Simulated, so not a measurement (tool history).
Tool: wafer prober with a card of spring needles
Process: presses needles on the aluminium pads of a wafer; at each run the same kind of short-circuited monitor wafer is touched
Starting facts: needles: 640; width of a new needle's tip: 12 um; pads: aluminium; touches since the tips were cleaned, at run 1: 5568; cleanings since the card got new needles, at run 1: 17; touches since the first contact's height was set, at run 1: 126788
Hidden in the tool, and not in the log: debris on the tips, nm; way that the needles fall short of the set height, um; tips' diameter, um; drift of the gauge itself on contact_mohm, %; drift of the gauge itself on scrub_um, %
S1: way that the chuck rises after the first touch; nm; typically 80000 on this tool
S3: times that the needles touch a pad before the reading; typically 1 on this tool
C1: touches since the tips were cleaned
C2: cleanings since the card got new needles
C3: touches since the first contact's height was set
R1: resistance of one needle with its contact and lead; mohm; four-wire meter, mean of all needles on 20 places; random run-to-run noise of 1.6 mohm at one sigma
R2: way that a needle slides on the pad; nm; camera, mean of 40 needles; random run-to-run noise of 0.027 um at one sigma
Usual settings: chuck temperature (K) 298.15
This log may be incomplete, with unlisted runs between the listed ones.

Run 1, hour 0: usual settings; C1 5568; C2 17; C3 126788. Result: R1 186 mohm, R2 12290 nm.
At hour 3: tips cleaned on abrasive film.
Run 2, hour 7.6: usual settings; C1 1306; C2 18; C3 128929. Result: R1 168 mohm, R2 12330 nm.
Run 3, hour 17.6: usual settings; C1 4162; C2 18; C3 131785. Result: R1 183 mohm, R2 12280 nm.
At hour 25.7: tips cleaned on abrasive film.
Run 4, hour 25.9: usual settings but S3 2; C1 47; C2 19; C3 134123. Result: R1 162 mohm, R2 12270 nm.
Run 5, hour 32.6: usual settings; C1 1957; C2 19; C3 136033. Result: R1 177 mohm, R2 12270 nm.
Run 6, hour 38.6: usual settings; C1 3688; C2 19; C3 137764. Result: R1 182 mohm, R2 12240 nm.
Run 7, hour 46: usual settings; C1 5799; C2 19; C3 139875. Result: R1 188 mohm, R2 12220 nm.
At hour 48.5: tips cleaned on abrasive film.
Run 8, hour 55.7: usual settings; C1 2033; C2 20; C3 142593. Result: R1 173 mohm, R2 12220 nm.
Run 9, hour 66.1: usual settings; C1 5023; C2 20; C3 145583. Result: R1 185 mohm, R2 12270 nm.
At hour 71.2: tips cleaned on abrasive film.
Run 10, hour 71.2: usual settings; C1 0; C2 21; C3 147015. Result: R1 164 mohm, R2 12200 nm.
Run 11, hour 81.2: usual settings; C1 2841; C2 21; C3 149856. Result: R1 180 mohm, R2 12210 nm.
Run 12, hour 86: usual settings; C1 4199; C2 21; C3 151214. Result: R1 185 mohm, R2 12240 nm.
At hour 94.3: tips cleaned on abrasive film.
Run 13, hour 97.5: usual settings but S1 63000 nm; C1 919; C2 22; C3 154487. Result: R1 176 mohm, R2 9500 nm.
Run 14, hour 104.8: usual settings but S1 63000 nm; C1 2999; C2 22; C3 156567. Result: R1 189 mohm, R2 9560 nm.
Run 15, hour 112.6: usual settings but S1 63000 nm; C1 5230; C2 22; C3 158798. Result: R1 198 mohm, R2 9580 nm.
At hour 117: tips cleaned on abrasive film.
Run 16, hour 117.6: usual settings; C1 188; C2 23; C3 160203. Result: R1 163 mohm, R2 12190 nm.
Run 17, hour 128: usual settings; C1 3143; C2 23; C3 163158. Result: R1 179 mohm, R2 12210 nm.
Run 18, hour 137.1: usual settings; C1 5732; C2 23; C3 165747. Result: R1 188 mohm, R2 12230 nm.
At hour 139.6: tips cleaned on abrasive film.
Run 19, hour 146.5: usual settings but S1 68000 nm, chuck temperature (K) 315.15, S3 2; C1 1960; C2 24; C3 168414. Result: R1 178 mohm, R2 10300 nm.
Run 20, hour 157.5: usual settings but chuck temperature (K) 299.15, S3 3; C1 5090; C2 24; C3 171544. Result: R1 170 mohm, R2 12170 nm.
At hour 162.4: tips cleaned on abrasive film.
Run 21, hour 163.9: usual settings but S1 81000 nm, chuck temperature (K) 358.15; C1 414; C2 25; C3 173347. Result: R1 176 mohm, R2 12320 nm.
Run 22, hour 173.2: usual settings but S1 81000 nm, chuck temperature (K) 316.15, S3 3; C1 3083; C2 25; C3 176016. Result: R1 170 mohm, R2 12350 nm.
Run 23, hour 182.7: usual settings but S1 81000 nm, chuck temperature (K) 316.15, S3 3; C1 5784; C2 25; C3 178717. Result: R1 175 mohm, R2 12280 nm.
At hour 185.6: tips cleaned on abrasive film.
Run 24, hour 191.1: usual settings but S1 77000 nm, S3 2; C1 1570; C2 26; C3 181104. Result: R1 168 mohm, R2 11690 nm.
Run 25, hour 198.6: usual settings but S3 2; C1 3686; C2 26; C3 183220. Result: R1 177 mohm, R2 12120 nm.
Run 26, hour 206.8: usual settings but S1 61000 nm, chuck temperature (K) 379.15, S3 3; C1 6035; C2 26; C3 185569. Result: R1 191 mohm, R2 9170 nm.
At hour 208.3: tips cleaned on abrasive film.
Run 27, hour 216.7: usual settings but S1 82000 nm, chuck temperature (K) 372.15; C1 2388; C2 27; C3 188367. Result: R1 189 mohm, R2 12400 nm.
Run 28, hour 225.9: usual settings but S1 82000 nm, chuck temperature (K) 372.15; C1 5027; C2 27; C3 191006. Result: R1 198 mohm, R2 12450 nm.
At hour 231: tips cleaned on abrasive film.
Run 29, hour 236.1: usual settings but S1 79000 nm, chuck temperature (K) 357.15; C1 1444; C2 28; C3 193876. Result: R1 183 mohm, R2 11950 nm.
Run 30, hour 244.6: usual settings but S1 79000 nm, chuck temperature (K) 357.15; C1 3872; C2 28; C3 196304. Result: R1 192 mohm, R2 11910 nm.
Run 31, hour 250.1: usual settings but S1 79000 nm, chuck temperature (K) 368.15, S3 3; C1 5453; C2 28; C3 197885. Result: R1 180 mohm, R2 11990 nm.
At hour 254.1: tips cleaned on abrasive film.
Run 32, hour 259.8: usual settings but S1 79000 nm, chuck temperature (K) 357.15, S3 3; C1 1650; C2 29; C3 200627. Result: R1 181 mohm, R2 11940 nm.
Run 33, hour 265.7: usual settings but S1 93000 nm; C1 3337; C2 29; C3 202314. Result: R1 178 mohm, R2 14110 nm.
Run 34, hour 274: usual settings but S1 85000 nm, S3 2; C1 5683; C2 29; C3 204660. Result: R1 177 mohm, R2 12860 nm.
At hour 277.2: tips cleaned on abrasive film.
Run 35, hour 279.6: usual settings but S1 65000 nm, S3 2; C1 684; C2 30; C3 206233. Result: R1 168 mohm, R2 9690 nm.

Measured result minus the same run's result without the hidden state. Both carry the same run-to-run variation, though not necessarily the same gauge scatter:
run   R1    R2
  1  +26  -270
  2  +10  -300
  3  +23  -300
  4   +2  -310
  5  +14  -310
  6  +21  -310
  7  +27  -310
  8  +14  -330
  9  +25  -330
 10   +4  -340
 11  +19  -350
 12  +24  -350
 13  +12  -360
 14  +26  -360
 15  +36  -370
 16   +4  -370
 17  +18  -380
 18  +27  -380
 19  +11  -400
 20   +9  -400
 21   +5  -420
 22   +7  -410
 23  +10  -420
 24   +8  -430
 25  +13  -440
 26  +14  -430
 27  +14  -450
 28  +23  -450
 29  +10  -470
 30  +20  -460
 31   +9  -460
 32   +4  -490
 33  +16  -490
 34  +15  -490
 35   +6  -500

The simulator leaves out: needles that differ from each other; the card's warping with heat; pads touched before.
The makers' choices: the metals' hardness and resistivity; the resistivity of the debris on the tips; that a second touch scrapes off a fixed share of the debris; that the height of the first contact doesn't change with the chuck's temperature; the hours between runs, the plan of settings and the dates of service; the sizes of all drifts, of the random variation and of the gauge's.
